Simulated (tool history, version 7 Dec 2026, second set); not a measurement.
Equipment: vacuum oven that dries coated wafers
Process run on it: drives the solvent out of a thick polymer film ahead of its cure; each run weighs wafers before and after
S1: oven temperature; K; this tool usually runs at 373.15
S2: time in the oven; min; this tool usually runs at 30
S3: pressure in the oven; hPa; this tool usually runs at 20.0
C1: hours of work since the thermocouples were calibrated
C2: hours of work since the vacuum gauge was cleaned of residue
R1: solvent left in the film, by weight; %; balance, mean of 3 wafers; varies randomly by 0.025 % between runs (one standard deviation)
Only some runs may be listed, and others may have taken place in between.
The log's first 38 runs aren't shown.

run,hour,S1,S2,S3,C1,C2,R1
39,752.8,380.15,29,13.0,713,806,1.73
40,771.6,380.15,29,13.0,723,816,1.68
41,792.0,380.15,47,13.0,733,826,0.84
42,807.6,380.15,47,13.0,741,834,0.84
43,822.3,376.15,22,77.4,748,841,5.58
44,849.7,376.15,22,77.4,762,855,5.60
45,872.9,369.15,39,77.4,774,867,5.58
46,897.2,369.15,39,77.4,786,879,5.56

Predict each of these 4 candidate next runs independently; none follows another, all start after run 46:
A,914.3,381.15,24,34.9,794,888,?
B,914.3,360.15,39,53.3,794,888,?
C,914.3,360.15,46,38.8,794,888,?
D,914.3,386.15,38,77.4,794,888,?

run,R1
A,2.87
B,6.46
C,5.06
D,2.69
Without the tool's unlogged condition, the same runs would have read:
run,R1
A,2.66
B,6.10
C,4.71
D,2.53
